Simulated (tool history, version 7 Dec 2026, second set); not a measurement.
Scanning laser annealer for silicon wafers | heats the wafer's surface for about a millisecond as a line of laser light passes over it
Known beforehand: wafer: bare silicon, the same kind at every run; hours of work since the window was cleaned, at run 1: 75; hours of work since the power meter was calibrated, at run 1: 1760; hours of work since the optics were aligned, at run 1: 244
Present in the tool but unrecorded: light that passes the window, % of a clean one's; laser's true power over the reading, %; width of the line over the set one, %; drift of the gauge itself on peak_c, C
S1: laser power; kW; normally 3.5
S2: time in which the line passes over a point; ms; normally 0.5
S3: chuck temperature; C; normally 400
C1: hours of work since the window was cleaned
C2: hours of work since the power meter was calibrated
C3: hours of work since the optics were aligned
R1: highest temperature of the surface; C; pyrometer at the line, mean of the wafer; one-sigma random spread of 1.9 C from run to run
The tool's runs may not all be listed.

| run | day | S1 | S2 | S3 | C1 | C2 | C3 | R1 |
|---|---|---|---|---|---|---|---|---|
| 1 | 0 | 3.5 | 0.5 | 400 | 75 | 1760 | 244 | 1129 |
| 2 | 2.204 | 3.5 | 0.5 | 400 | 113 | 1797 | 281 | 1122 |
| 3 | 3.688 | 3.5 | 0.459 | 400 | 138 | 1822 | 306 | 1093 |
| 4 | 5.908 | 3.758 | 0.5 | 400 | 176 | 1860 | 344 | 1178 |
| 5 | 8.821 | 3.5 | 0.5 | 400 | 225 | 1909 | 394 | 1119 |
| 6 | 11.675 | 3.5 | 0.5 | 400 | 273 | 1958 | 442 | 1118 |
| 7 | 13.662 | 3.5 | 0.5 | 400 | 307 | 1992 | 476 | 1115 |
| 8 | 15.429 | 3.5 | 0.386 | 400 | 337 | 2022 | 506 | 1030 |
| 9 | 17.833 | 3.5 | 0.386 | 400 | 378 | 2062 | 546 | 1026 |
| 10 | 19.583 | 3.5 | 0.5 | 400 | 408 | 2092 | 576 | 1114 |
| 11 | 22 | 3.613 | 0.5 | 400 | 449 | 2133 | 617 | 1135 |
|  | 23.333 | window over the wafer cleaned |
| 12 | 23.529 | 3.613 | 0.5 | 400 | 3 | 2158 | 642 | 1146 |
| 13 | 25.275 | 3.613 | 0.5 | 400 | 33 | 2187 | 671 | 1148 |
| 14 | 28.55 | 3.613 | 0.5 | 400 | 89 | 2243 | 727 | 1147 |
| 15 | 31.321 | 3.613 | 0.5 | 369 | 136 | 2290 | 774 | 1110 |
| 16 | 34.183 | 3.613 | 0.5 | 369 | 184 | 2338 | 822 | 1105 |
| 17 | 37.612 | 3.613 | 0.5 | 369 | 242 | 2396 | 881 | 1108 |
| 18 | 40.992 | 3.613 | 0.5 | 369 | 300 | 2454 | 938 | 1104 |
| 19 | 43.012 | 3.613 | 0.5 | 369 | 334 | 2488 | 972 | 1104 |
| 20 | 46.504 | 3.613 | 0.5 | 369 | 393 | 2547 | 1031 | 1106 |
| 21 | 48.533 | 3.613 | 0.5 | 369 | 427 | 2582 | 1066 | 1100 |
| 22 | 50.212 | 3.613 | 0.5 | 369 | 456 | 2610 | 1094 | 1099 |
|  | 51.096 | window over the wafer cleaned |
| 23 | 53.479 | 3.613 | 0.5 | 369 | 40 | 2664 | 1148 | 1110 |
| 24 | 56.958 | 3.613 | 0.5 | 369 | 99 | 2723 | 1207 | 1106 |
| 25 | 60.3 | 3.613 | 0.5 | 369 | 156 | 2780 | 1264 | 1108 |
| 26 | 61.712 | 3.343 | 0.5 | 363 | 180 | 2804 | 1288 | 1045 |
| 27 | 63.667 | 3.343 | 0.5 | 363 | 213 | 2837 | 1321 | 1044 |
| 28 | 65.962 | 3.828 | 0.406 | 363 | 252 | 2876 | 1360 | 1060 |
| 29 | 67.5 | 3.828 | 0.406 | 363 | 278 | 2902 | 1386 | 1061 |
| 30 | 69.271 | 3.828 | 0.554 | 379 | 308 | 2932 | 1416 | 1198 |
| 31 | 71.3 | 3.35 | 0.554 | 379 | 343 | 2966 | 1451 | 1091 |
| 32 | 72.838 | 3.35 | 0.554 | 379 | 369 | 2992 | 1477 | 1090 |
|  | 75.1 | optics aligned, line set to its width |
| 33 | 75.812 | 3.319 | 0.368 | 408 | 416 | 3039 | 12 | 983 |
| 34 | 78.271 | 3.818 | 0.5 | 391 | 457 | 3081 | 54 | 1161 |
|  | 79.117 | window over the wafer cleaned |
| 35 | 81.404 | 3.818 | 0.409 | 378 | 39 | 3133 | 106 | 1086 |
| 36 | 84.8 | 3.818 | 0.409 | 378 | 96 | 3190 | 163 | 1084 |
| 37 | 86.917 | 3.791 | 0.463 | 429 | 132 | 3226 | 199 | 1174 |
| 38 | 89.492 | 3.5 | 0.505 | 429 | 176 | 3270 | 243 | 1148 |

Forecast each of these 4 alternatives for the next run:
| A | 91.546 | 3.103 | 0.505 | 426 | 211 | 3305 | 278 | ? |
| B | 91.546 | 3.5 | 0.389 | 365 | 211 | 3305 | 278 | ? |
| C | 91.546 | 3.5 | 0.5 | 414 | 211 | 3305 | 278 | ? |
| D | 91.546 | 3.658 | 0.505 | 429 | 211 | 3305 | 278 | ? |

| run | R1 |
|---|---|
| A | 1056 |
| B | 989 |
| C | 1125 |
| D | 1175 |
Stripped of hidden state, with their random variation kept, the same runs would have yielded:
| run | R1 |
|---|---|
| A | 1082 |
| B | 1015 |
| C | 1154 |
| D | 1206 |
